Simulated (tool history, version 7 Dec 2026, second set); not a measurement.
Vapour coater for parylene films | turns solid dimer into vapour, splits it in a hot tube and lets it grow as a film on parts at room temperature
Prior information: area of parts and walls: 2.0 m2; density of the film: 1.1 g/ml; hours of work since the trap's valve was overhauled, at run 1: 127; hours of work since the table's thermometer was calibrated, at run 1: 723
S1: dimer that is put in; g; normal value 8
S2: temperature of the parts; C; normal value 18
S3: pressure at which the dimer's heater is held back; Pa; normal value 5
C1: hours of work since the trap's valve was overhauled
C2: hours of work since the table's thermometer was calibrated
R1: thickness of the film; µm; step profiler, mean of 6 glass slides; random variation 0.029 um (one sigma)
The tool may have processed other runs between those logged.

run,hour,S1,S2,S3,C1,C2,R1
1,0,8,18,5,127,723,2.62
2,11.7,8,18,5,136,733,2.65
3,35.8,8,18,5,155,752,2.61
4,60.1,8,18,5,175,771,2.59
5,81.6,8,18,5,192,788,2.59
6,96.1,8,18,5,204,800,2.59
7,123.7,8,12,5,226,822,3.24
8,151.8,4,29,6.87,248,845,0.83
9,165.5,5,15,8.1,259,856,1.67
10,190.7,5,15,8.1,279,876,1.62
11,215.2,8,14,5,299,895,2.96
12,235.5,4,28,8.66,315,912,0.81
13,260.3,5,13,5,335,932,1.92
14,282,3,14,3.9,353,949,1.14

Same runs, no hidden state in the tool, same run-to-run variation:
The hidden state here: vapour lost through the trap's worn valve, %; true temperature of the parts over the reading, C; drift of the gauge itself on film_um, %.
run,R1
1,2.62
2,2.66
3,2.63
4,2.62
5,2.63
6,2.64
7,3.31
8,0.85
9,1.72
10,1.68
11,3.07
12,0.84
13,2
14,1.19
